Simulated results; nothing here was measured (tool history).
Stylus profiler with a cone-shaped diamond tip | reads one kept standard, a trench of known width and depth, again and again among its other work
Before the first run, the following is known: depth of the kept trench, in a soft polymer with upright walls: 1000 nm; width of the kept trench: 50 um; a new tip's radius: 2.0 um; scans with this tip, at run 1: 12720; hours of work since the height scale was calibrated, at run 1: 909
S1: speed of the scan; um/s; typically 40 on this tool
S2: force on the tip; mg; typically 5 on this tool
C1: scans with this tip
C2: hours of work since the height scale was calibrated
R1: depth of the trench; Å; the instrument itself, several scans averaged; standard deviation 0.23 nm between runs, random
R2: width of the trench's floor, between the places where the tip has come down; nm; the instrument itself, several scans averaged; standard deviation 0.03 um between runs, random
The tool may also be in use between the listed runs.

Run 1, hour 0: usual settings; C1 12720; C2 909. Result: R1 10221.2 Å, R2 46400 nm.
Run 2, hour 40.3: usual settings but S1 52 um/s; C1 13081; C2 935. Result: R1 10224.7 Å, R2 46370 nm.
Run 3, hour 69.5: usual settings but S1 52 um/s; C1 13343; C2 954. Result: R1 10227.1 Å, R2 46340 nm.
Run 4, hour 93.3: usual settings but S1 52 um/s; C1 13556; C2 969. Result: R1 10221.6 Å, R2 46390 nm.
Run 5, hour 118.9: usual settings but S1 52 um/s; C1 13786; C2 985. Result: R1 10221.9 Å, R2 46340 nm.
Run 6, hour 157.5: usual settings but S1 59 um/s; C1 14132; C2 1010. Result: R1 10218.1 Å, R2 46330 nm.
Run 7, hour 196.2: usual settings but S1 25 um/s; C1 14479; C2 1035. Result: R1 10224.6 Å, R2 46420 nm.
Run 8, hour 221.2: usual settings but S1 56 um/s; C1 14703; C2 1051. Result: R1 10225.1 Å, R2 46340 nm.
Run 9, hour 261.3: usual settings but S1 28 um/s, S2 1.86 mg; C1 15062; C2 1077. Result: R1 10115.4 Å, R2 46360 nm.
Run 10, hour 285.6: usual settings but S1 58 um/s; C1 15280; C2 1092. Result: R1 10223.6 Å, R2 46350 nm.
Run 11, hour 325.5: usual settings but S1 146 um/s, S2 3 mg; C1 15638; C2 1118. Result: R1 10157.7 Å, R2 45950 nm.
At hour 363.6: new tip fitted, height scale calibrated.
Run 12, hour 367.7: usual settings but S1 118 um/s, S2 2.21 mg; C1 37; C2 3. Result: R1 10126.6 Å, R2 45960 nm.
Run 13, hour 400: usual settings but S1 25 um/s; C1 326; C2 23. Result: R1 10222.1 Å, R2 46420 nm.
Run 14, hour 437.4: usual settings but S1 25 um/s; C1 662; C2 47. Result: R1 10221.8 Å, R2 46430 nm.

Branching from run 14: 3 alternative next runs. What would each branch give?
Run A, hour 463.7: usual settings but S1 71 um/s; C1 897; C2 64. Result: R1 ?, R2 ?.
Run B, hour 463.7: usual settings but S1 57 um/s; C1 897; C2 64. Result: R1 ?, R2 ?.
Run C, hour 463.7: usual settings but S1 72 um/s, S2 1.8 mg; C1 897; C2 64. Result: R1 ?, R2 ?.

run       R1     R2
  A  10221.2  46300
  B  10221.4  46330
  C  10112.9  46180
Without the tool's unlogged condition, the same runs would have read:
run       R1     R2
  A  10221.2  46300
  B  10221.4  46330
  C  10112.9  46190
